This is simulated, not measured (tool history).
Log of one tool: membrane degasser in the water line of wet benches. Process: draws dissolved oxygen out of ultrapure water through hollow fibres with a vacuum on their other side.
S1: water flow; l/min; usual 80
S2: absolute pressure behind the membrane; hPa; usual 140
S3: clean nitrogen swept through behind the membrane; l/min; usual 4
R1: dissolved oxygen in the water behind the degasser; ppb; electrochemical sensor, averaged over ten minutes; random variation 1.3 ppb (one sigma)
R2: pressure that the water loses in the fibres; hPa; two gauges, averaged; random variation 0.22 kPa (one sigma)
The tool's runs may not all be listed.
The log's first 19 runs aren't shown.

Run 20, hour 2348: usual settings but S1 118 l/min, S2 159 hPa, S3 1.92 l/min. Result: R1 1315.9 ppb, R2 781.1 hPa.
Run 21, hour 2488.8: usual settings but S1 58 l/min, S2 102 hPa, S3 1.7 l/min. Result: R1 474.1 ppb, R2 386 hPa.
Run 22, hour 2620.5: usual settings but S1 58 l/min, S2 102 hPa, S3 5.85 l/min. Result: R1 164.6 ppb, R2 383.6 hPa.
Run 23, hour 2715.4: usual settings but S1 58 l/min, S2 102 hPa, S3 5.85 l/min. Result: R1 163.8 ppb, R2 381.5 hPa.
Run 24, hour 2789.4: usual settings but S1 92 l/min, S2 219 hPa, S3 1.93 l/min. Result: R1 1498.8 ppb, R2 605.2 hPa.
Run 25, hour 2956: usual settings but S1 127 l/min, S3 3 l/min. Result: R1 930.8 ppb, R2 835.5 hPa.
Run 26, hour 3023.6: usual settings but S1 127 l/min, S3 3 l/min. Result: R1 924 ppb, R2 836.3 hPa.
Run 27, hour 3132.2: usual settings but S1 127 l/min, S3 3 l/min. Result: R1 930.9 ppb, R2 840.1 hPa.
Run 28, hour 3255: usual settings but S1 127 l/min, S3 3 l/min. Result: R1 927 ppb, R2 837 hPa.
Run 29, hour 3370.7: usual settings but S1 107 l/min, S2 312 hPa, S3 2.93 l/min. Result: R1 1765.1 ppb, R2 708.3 hPa.
Run 30, hour 3494.6: usual settings but S1 102 l/min, S2 280 hPa, S3 9.4 l/min. Result: R1 638.1 ppb, R2 669.1 hPa.
Run 31, hour 3645.9: usual settings but S1 84 l/min, S2 252 hPa. Result: R1 946.3 ppb, R2 549.5 hPa.
Run 32, hour 3780.4: usual settings but S1 48 l/min, S2 169 hPa, S3 1.73 l/min. Result: R1 762.8 ppb, R2 318.4 hPa.

Forecast each of these 3 alternatives for the next run:
Run A, hour 3881.3: usual settings but S1 48 l/min, S2 284 hPa, S3 1.73 l/min. Result: R1 ?, R2 ?.
Run B, hour 3881.3: usual settings but S1 77 l/min, S3 5.09 l/min. Result: R1 ?, R2 ?.
Run C, hour 3881.3: usual settings but S1 48 l/min, S2 189 hPa, S3 3.17 l/min. Result: R1 ?, R2 ?.

run      R1     R2
  A  1313.4  314.6
  B   376.3  506.5
  C   523.3  317.1
Without the tool's hidden state the same runs would have given:
run      R1     R2
  A  1295.9  314.4
  B   371.2  506.2
  C   516.3  316.9
